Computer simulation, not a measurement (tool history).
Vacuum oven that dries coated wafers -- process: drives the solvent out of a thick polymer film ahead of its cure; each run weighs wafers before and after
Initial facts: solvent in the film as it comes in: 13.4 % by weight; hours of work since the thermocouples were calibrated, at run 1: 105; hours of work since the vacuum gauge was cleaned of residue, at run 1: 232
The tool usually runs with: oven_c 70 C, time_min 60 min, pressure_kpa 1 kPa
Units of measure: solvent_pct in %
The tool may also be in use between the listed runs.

run	hour	oven_c	time_min	pressure_kpa	hours of work since the thermocouples were calibrated	hours of work since the vacuum gauge was cleaned of residue	solvent_pct
1	0	70	60	1	105	232	1.98
2	11.8	70	60	1	114	241	1.96
3	21.1	70	60	1	121	249	1.98
4	32.6	70	60	0.55	130	258	1.77
5	44.1	70	60	0.55	139	267	1.74
6	55.4	70	60	0.55	148	276	1.74
7	65.9	70	60	0.55	156	284	1.65
8	73.1	70	60	0.55	162	290	1.81
9	82.6	70	33	1	170	297	3.98
10	90.8	70	33	1	176	304	3.93
11	100	81	33	1	183	311	1.23
12	111.2	81	33	1	192	320	1.27
13	122	70	60	1	201	328	1.92
14	129	70	101	1	206	334	0.9
15	137.8	70	35	1	213	341	3.72
16	146.1	70	60	0.83	220	347	1.78
17	153	70	60	1.57	225	353	2.08
18	161.4	70	60	1	232	359	1.98
19	172.6	70	60	1	241	368	1.98
20	180.9	70	60	1	247	375	1.91
21	188.9	70	60	1	253	381	1.99
22	197.9	61	60	1	260	388	4.37
23	206.5	70	62	1	267	395	1.89
24	212.9	70	62	1	272	400	1.83
25	222.2	70	62	1	280	407	1.78
26	229.1	59	71	1	285	412	4.45
27	235.4	76	71	2.86	290	417	1.49
28	247.1	71	32	2.86	299	427	4.42
29	253.1	70	60	1.53	304	431	2.11
30	261.2	70	103	0.92	310	438	0.74
31	268.7	70	60	1.81	316	444	2.29
32	280.9	74	31	0.83	326	453	2.92
33	291.1	74	31	0.83	334	461	2.91
34	300.9	74	31	2.94	342	469	3.67
35	310.1	70	60	1.87	349	476	2.35
36	315.4	70	60	1.87	353	480	2.24
37	327.1	70	60	1.87	362	490	2.21
38	337.1	64	61	2.31	370	498	3.92
39	349.5	64	61	2.31	380	507	4.01
40	358.4	62	59	1	387	514	4.08
41	370.5	59	59	2.27	396	524	5.68
42	382.1	59	59	2.27	405	533	5.69
43	390.2	76	50	0.6	412	539	1
44	397.6	76	50	0.6	418	545	1.06
45	406.9	76	91	0.6	425	552	0.41
46	413	76	91	0.6	430	557	0.34
47	418.8	76	91	0.6	434	562	0.37

Consider 3 possible next runs. They are alternatives, not a sequence: every one starts from the tool as it was left by run 47. What does each give?
A	427.2	84	35	1.06	441	568	?
B	427.2	60	60	1	441	568	?
C	427.2	83	30	1.18	441	568	?

run	solvent_pct
A	0.83
B	4.59
C	1.23
Without the tool's hidden state the same runs would have given:
run	solvent_pct
A	0.86
B	4.74
C	1.31

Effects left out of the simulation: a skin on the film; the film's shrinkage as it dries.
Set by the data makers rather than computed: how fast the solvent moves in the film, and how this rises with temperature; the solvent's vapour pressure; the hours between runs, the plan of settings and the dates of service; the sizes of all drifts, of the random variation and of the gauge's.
